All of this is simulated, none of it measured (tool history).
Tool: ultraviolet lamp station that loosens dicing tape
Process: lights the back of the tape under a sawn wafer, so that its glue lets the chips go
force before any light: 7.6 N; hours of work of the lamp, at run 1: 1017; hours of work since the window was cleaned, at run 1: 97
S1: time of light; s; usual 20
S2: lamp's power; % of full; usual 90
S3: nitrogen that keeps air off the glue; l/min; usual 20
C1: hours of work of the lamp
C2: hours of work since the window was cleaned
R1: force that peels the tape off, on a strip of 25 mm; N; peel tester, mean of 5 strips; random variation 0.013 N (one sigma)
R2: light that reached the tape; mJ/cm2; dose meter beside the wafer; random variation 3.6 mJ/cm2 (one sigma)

Run 1, hour 0.0: usual settings; C1 1017; C2 97. Result: R1 1.057 N, R2 455 mJ/cm2.
Run 2, hour 42.4: usual settings; C1 1045; C2 125. Result: R1 1.071 N, R2 452 mJ/cm2.
Run 3, hour 95.8: usual settings but S3 10 l/min; C1 1079; C2 159. Result: R1 1.805 N, R2 442 mJ/cm2.
Run 4, hour 127.1: usual settings but S3 21 l/min; C1 1100; C2 180. Result: R1 1.082 N, R2 433 mJ/cm2.
Run 5, hour 160.0: usual settings but S3 21 l/min; C1 1121; C2 201. Result: R1 1.084 N, R2 428 mJ/cm2.
Run 6, hour 198.7: usual settings but S1 33 s; C1 1146; C2 226. Result: R1 0.379 N, R2 702 mJ/cm2.
Run 7, hour 245.6: usual settings but S1 33 s; C1 1176; C2 256. Result: R1 0.398 N, R2 689 mJ/cm2.
Run 8, hour 299.1: usual settings but S2 72 % of full, S3 34 l/min; C1 1211; C2 291. Result: R1 1.269 N, R2 337 mJ/cm2.
Run 9, hour 338.0: usual settings but S2 72 % of full, S3 34 l/min; C1 1236; C2 316. Result: R1 1.330 N, R2 321 mJ/cm2.
Run 10, hour 375.4: usual settings but S3 13 l/min; C1 1261; C2 341. Result: R1 1.676 N, R2 411 mJ/cm2.
Run 11, hour 412.1: usual settings but S3 13 l/min; C1 1284; C2 364. Result: R1 1.661 N, R2 399 mJ/cm2.
Run 12, hour 435.8: usual settings but S1 27 s, S3 17 l/min; C1 1300; C2 380. Result: R1 0.878 N, R2 536 mJ/cm2.
Run 13, hour 462.9: usual settings but S1 27 s, S2 83 % of full, S3 7 l/min; C1 1317; C2 397. Result: R1 1.998 N, R2 490 mJ/cm2.
Run 14, hour 505.2: usual settings but S3 35 l/min; C1 1345; C2 425. Result: R1 0.924 N, R2 387 mJ/cm2.

Hidden state or all else? Some run-to-run changes of R1, split into what the settings, what came in and random variation would give without the hidden state, and what is left for the hidden state (with any gauge scatter that isn't in both results):
The hidden state here: lamp's light, % of a new lamp's; light that the window lets through, % of a clean one's; drift of the gauge itself on peel_n, %; drift of the gauge itself on dose_mj_cm2, %.
Run 12 -> 13: S2 90 -> 83, S3 17 -> 7. R1 +1.120 N: hidden state +0.456, all else +0.664.
